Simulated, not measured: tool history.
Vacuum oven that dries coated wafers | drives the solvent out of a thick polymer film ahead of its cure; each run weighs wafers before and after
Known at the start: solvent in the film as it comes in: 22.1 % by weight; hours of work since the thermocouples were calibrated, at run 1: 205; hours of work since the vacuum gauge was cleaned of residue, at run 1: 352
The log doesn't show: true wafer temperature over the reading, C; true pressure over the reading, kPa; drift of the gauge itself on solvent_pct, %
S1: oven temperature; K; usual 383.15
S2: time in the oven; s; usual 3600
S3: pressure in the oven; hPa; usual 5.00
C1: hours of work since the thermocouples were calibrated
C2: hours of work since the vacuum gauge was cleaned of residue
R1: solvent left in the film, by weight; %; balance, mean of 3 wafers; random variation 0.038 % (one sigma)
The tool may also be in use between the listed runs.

run 1 hour=0.0 | S1=383.15 S2=3600 S3=5.00 | C1=205 C2=352 | R1=1.20
run 2 hour=60.9 | S1=383.15 S2=3600 S3=5.00 | C1=248 C2=395 | R1=1.21
run 3 hour=107.6 | S1=379.15 S2=3600 S3=5.00 | C1=281 C2=428 | R1=1.91
run 4 hour=146.4 | S1=383.15 S2=3600 S3=9.72 | C1=308 C2=455 | R1=1.45
run 5 hour=192.8 | S1=383.15 S2=3600 S3=5.00 | C1=341 C2=488 | R1=1.20
run 6 hour=248.2 | S1=383.15 S2=3600 S3=5.00 | C1=380 C2=527 | R1=1.12
run 7 hour=287.4 | S1=382.15 S2=3600 S3=5.00 | C1=407 C2=554 | R1=1.39
run 8 hour=362.4 | S1=383.15 S2=3720 S3=5.00 | C1=460 C2=607 | R1=1.16
run 9 hour=411.1 | S1=383.15 S2=3720 S3=5.00 | C1=494 C2=641 | R1=1.10
run 10 hour=482.4 | S1=383.15 S2=3600 S3=19.45 | C1=544 C2=691 | R1=1.98
run 11 hour=525.6 | S1=383.15 S2=5640 S3=5.00 | C1=575 C2=722 | R1=0.51
run 12 hour=574.2 | S1=383.15 S2=5640 S3=5.00 | C1=609 C2=756 | R1=0.56
run 13 hour=631.1 | S1=383.15 S2=3600 S3=5.00 | C1=649 C2=796 | R1=1.18
run 14 hour=697.3 | S1=383.15 S2=3600 S3=5.00 | C1=695 C2=842 | R1=1.17
run 15 hour=775.5 | S1=383.15 S2=3600 S3=5.00 | C1=750 C2=897 | R1=1.16
run 16 hour=821.9 | S1=383.15 S2=3600 S3=5.00 | C1=783 C2=930 | R1=1.25
-- hour=883.2 oven's thermocouples calibrated
run 17 hour=889.8 | S1=369.15 S2=3600 S3=5.00 | C1=5 C2=976 | R1=4.94
run 18 hour=968.9 | S1=383.15 S2=3600 S3=9.55 | C1=60 C2=1032 | R1=1.59
run 19 hour=1013.8 | S1=383.15 S2=3600 S3=9.55 | C1=92 C2=1063 | R1=1.56
run 20 hour=1088.0 | S1=383.15 S2=3600 S3=5.00 | C1=144 C2=1115 | R1=1.31
run 21 hour=1149.0 | S1=383.15 S2=3600 S3=5.00 | C1=187 C2=1158 | R1=1.28
run 22 hour=1215.1 | S1=383.15 S2=3600 S3=16.56 | C1=233 C2=1205 | R1=1.94
run 23 hour=1292.7 | S1=383.15 S2=3600 S3=16.56 | C1=288 C2=1259 | R1=2.04
run 24 hour=1337.3 | S1=383.15 S2=3600 S3=16.56 | C1=319 C2=1291 | R1=1.93
run 25 hour=1393.3 | S1=371.15 S2=4800 S3=14.36 | C1=358 C2=1330 | R1=3.44
run 26 hour=1462.8 | S1=389.15 S2=2160 S3=14.36 | C1=407 C2=1379 | R1=2.35
run 27 hour=1536.2 | S1=386.15 S2=5400 S3=9.61 | C1=459 C2=1430 | R1=0.80
run 28 hour=1585.1 | S1=386.15 S2=5400 S3=9.61 | C1=493 C2=1465 | R1=0.80
run 29 hour=1649.6 | S1=383.15 S2=4500 S3=17.68 | C1=538 C2=1510 | R1=1.69
run 30 hour=1716.4 | S1=393.15 S2=4500 S3=10.40 | C1=585 C2=1557 | R1=0.66
run 31 hour=1794.8 | S1=371.15 S2=3540 S3=17.87 | C1=640 C2=1612 | R1=5.10
run 32 hour=1838.8 | S1=393.15 S2=5580 S3=9.60 | C1=671 C2=1643 | R1=0.64
run 33 hour=1885.8 | S1=393.15 S2=5580 S3=9.60 | C1=704 C2=1676 | R1=0.58
run 34 hour=1954.7 | S1=373.15 S2=3600 S3=5.00 | C1=753 C2=1724 | R1=3.41
run 35 hour=2029.8 | S1=390.15 S2=4500 S3=14.49 | C1=806 C2=1777 | R1=0.99
-- hour=2056.1 oven's thermocouples calibrated
run 36 hour=2085.3 | S1=390.15 S2=4500 S3=14.49 | C1=21 C2=1815 | R1=1.04
run 37 hour=2133.7 | S1=397.15 S2=1980 S3=14.49 | C1=55 C2=1849 | R1=1.36
run 38 hour=2215.3 | S1=389.15 S2=2340 S3=5.02 | C1=112 C2=1906 | R1=1.75
run 39 hour=2256.3 | S1=389.15 S2=2340 S3=5.02 | C1=141 C2=1935 | R1=1.77
run 40 hour=2334.4 | S1=383.15 S2=3000 S3=15.44 | C1=196 C2=1990 | R1=2.57
run 41 hour=2412.0 | S1=385.15 S2=6360 S3=10.05 | C1=250 C2=2044 | R1=0.88
run 42 hour=2475.9 | S1=390.15 S2=6360 S3=10.05 | C1=295 C2=2089 | R1=0.73
run 43 hour=2536.2 | S1=386.15 S2=4080 S3=16.86 | C1=337 C2=2132 | R1=1.45
run 44 hour=2601.0 | S1=383.15 S2=3360 S3=12.53 | C1=383 C2=2177 | R1=2.04
run 45 hour=2648.5 | S1=383.15 S2=3360 S3=12.53 | C1=416 C2=2210 | R1=2.04

3 ways to go on from here, each from the tool as it stands after run 45. What would each give?
run A hour=2692.5 | S1=381.15 S2=3600 S3=11.82 | C1=447 C2=2241 | R1=?
run B hour=2692.5 | S1=396.15 S2=1800 S3=12.34 | C1=447 C2=2241 | R1=?
run C hour=2692.5 | S1=379.15 S2=4200 S3=6.12 | C1=447 C2=2241 | R1=?

run=A R1=2.03
run=B R1=1.66
run=C R1=1.73
Without the tool's hidden state the same runs would have given:
run=A R1=1.76
run=B R1=1.52
run=C R1=1.41

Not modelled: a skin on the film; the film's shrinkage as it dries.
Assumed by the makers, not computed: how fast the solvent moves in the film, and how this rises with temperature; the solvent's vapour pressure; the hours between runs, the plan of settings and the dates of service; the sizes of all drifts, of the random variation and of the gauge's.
